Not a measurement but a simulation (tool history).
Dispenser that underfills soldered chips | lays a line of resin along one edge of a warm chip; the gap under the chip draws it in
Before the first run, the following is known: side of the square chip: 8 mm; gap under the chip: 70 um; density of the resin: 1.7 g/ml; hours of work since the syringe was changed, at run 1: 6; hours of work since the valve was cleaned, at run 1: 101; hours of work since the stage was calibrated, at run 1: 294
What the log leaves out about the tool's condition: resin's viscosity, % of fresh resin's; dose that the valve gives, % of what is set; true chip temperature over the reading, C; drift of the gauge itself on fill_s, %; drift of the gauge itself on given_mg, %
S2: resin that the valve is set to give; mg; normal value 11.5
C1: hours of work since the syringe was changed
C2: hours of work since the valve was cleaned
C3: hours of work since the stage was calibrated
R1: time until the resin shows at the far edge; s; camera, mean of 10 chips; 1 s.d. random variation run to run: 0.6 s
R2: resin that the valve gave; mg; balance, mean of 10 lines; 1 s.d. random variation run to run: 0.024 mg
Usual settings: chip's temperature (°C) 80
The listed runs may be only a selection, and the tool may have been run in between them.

run 1 hour=0.0 | chip's_temperature_(°C)=80 S2=11.5 | C1=6 C2=101 C3=294 | R1=72.9 R2=11.17
-- hour=2.5 new syringe of resin
-- hour=13.0 dispensing valve cleaned and set on the balance
run 2 hour=13.0 | chip's_temperature_(°C)=80 S2=14.5 | C1=7 C2=0 C3=302 | R1=75.4 R2=14.47
-- hour=15.1 new syringe of resin
-- hour=26.4 new syringe of resin
run 3 hour=26.9 | chip's_temperature_(°C)=65 S2=11.5 | C1=0 C2=9 C3=311 | R1=105.9 R2=11.49
run 4 hour=33.0 | chip's_temperature_(°C)=80 S2=11.5 | C1=5 C2=14 C3=316 | R1=69.6 R2=11.45
-- hour=37.1 new syringe of resin
run 5 hour=46.6 | chip's_temperature_(°C)=80 S2=11.5 | C1=7 C2=23 C3=325 | R1=77.1 R2=11.41
-- hour=47.9 new syringe of resin
run 6 hour=56.0 | chip's_temperature_(°C)=80 S2=11.5 | C1=6 C2=30 C3=332 | R1=72.8 R2=11.43
-- hour=58.6 new syringe of resin
run 7 hour=66.6 | chip's_temperature_(°C)=80 S2=11.5 | C1=6 C2=37 C3=339 | R1=72.4 R2=11.34
-- hour=68.9 new syringe of resin
run 8 hour=73.9 | chip's_temperature_(°C)=80 S2=11.5 | C1=4 C2=42 C3=344 | R1=66.3 R2=11.33
-- hour=79.4 new syringe of resin
run 9 hour=87.2 | chip's_temperature_(°C)=80 S2=11.5 | C1=5 C2=51 C3=353 | R1=75.7 R2=11.31
-- hour=89.8 new syringe of resin
-- hour=100.4 new syringe of resin
run 10 hour=100.4 | chip's_temperature_(°C)=66 S2=11.5 | C1=0 C2=60 C3=362 | R1=99.5 R2=11.29
-- hour=111.8 new syringe of resin
run 11 hour=112.4 | chip's_temperature_(°C)=80 S2=11.5 | C1=0 C2=68 C3=370 | R1=58.6 R2=11.24
run 12 hour=120.7 | chip's_temperature_(°C)=72 S2=12.7 | C1=6 C2=74 C3=376 | R1=106.6 R2=12.38
-- hour=122.2 new syringe of resin
run 13 hour=131.9 | chip's_temperature_(°C)=72 S2=14.1 | C1=7 C2=82 C3=384 | R1=107.6 R2=13.75
-- hour=133.4 new syringe of resin
-- hour=144.3 new syringe of resin
run 14 hour=144.3 | chip's_temperature_(°C)=66 S2=11.3 | C1=0 C2=90 C3=392 | R1=100.7 R2=10.95
run 15 hour=153.1 | chip's_temperature_(°C)=66 S2=11.3 | C1=6 C2=97 C3=399 | R1=134.8 R2=10.95
-- hour=155.0 new syringe of resin
-- hour=165.6 new syringe of resin
run 16 hour=166.3 | chip's_temperature_(°C)=66 S2=11.3 | C1=0 C2=106 C3=408 | R1=105.6 R2=10.85
-- hour=171.9 dispensing valve cleaned and set on the balance
run 17 hour=172.9 | chip's_temperature_(°C)=91 S2=11.5 | C1=4 C2=1 C3=412 | R1=47.4 R2=11.52
-- hour=177.9 new syringe of resin
run 18 hour=185.6 | chip's_temperature_(°C)=71 S2=14.0 | C1=5 C2=10 C3=420 | R1=104.8 R2=14.02
-- hour=188.7 new syringe of resin
run 19 hour=192.9 | chip's_temperature_(°C)=79 S2=14.1 | C1=3 C2=14 C3=425 | R1=68.9 R2=14.12
-- hour=199.5 new syringe of resin
run 20 hour=205.9 | chip's_temperature_(°C)=85 S2=12.2 | C1=5 C2=24 C3=434 | R1=58.8 R2=12.14
-- hour=210.4 new syringe of resin
run 21 hour=216.7 | chip's_temperature_(°C)=84 S2=14.3 | C1=4 C2=31 C3=442 | R1=59.0 R2=14.23

5 options for the next run, each taken on its own from the tool as it stands now. Forecast them:
-- hour=221.7 new syringe of resin
run A hour=224.5 | chip's_temperature_(°C)=88 S2=14.0 | C1=2 C2=36 C3=447 | R1=? R2=?
-- hour=221.7 new syringe of resin
run B hour=224.5 | chip's_temperature_(°C)=70 S2=14.3 | C1=2 C2=36 C3=447 | R1=? R2=?
-- hour=221.7 new syringe of resin
run C hour=224.5 | chip's_temperature_(°C)=80 S2=13.0 | C1=2 C2=36 C3=447 | R1=? R2=?
-- hour=221.7 new syringe of resin
run D hour=224.5 | chip's_temperature_(°C)=74 S2=14.3 | C1=2 C2=36 C3=447 | R1=? R2=?
-- hour=221.7 new syringe of resin
run E hour=224.5 | chip's_temperature_(°C)=71 S2=11.5 | C1=2 C2=36 C3=447 | R1=? R2=?

run=A R1=46.2 R2=13.97
run=B R1=95.2 R2=14.20
run=C R1=63.8 R2=12.91
run=D R1=80.7 R2=14.21
run=E R1=92.7 R2=11.42
With the hidden condition removed and each run's random variation left untouched, the same runs would have given:
run=A R1=37.3 R2=14.07
run=B R1=75.9 R2=14.29
run=C R1=51.2 R2=13.00
run=D R1=64.5 R2=14.31
run=E R1=73.9 R2=11.50
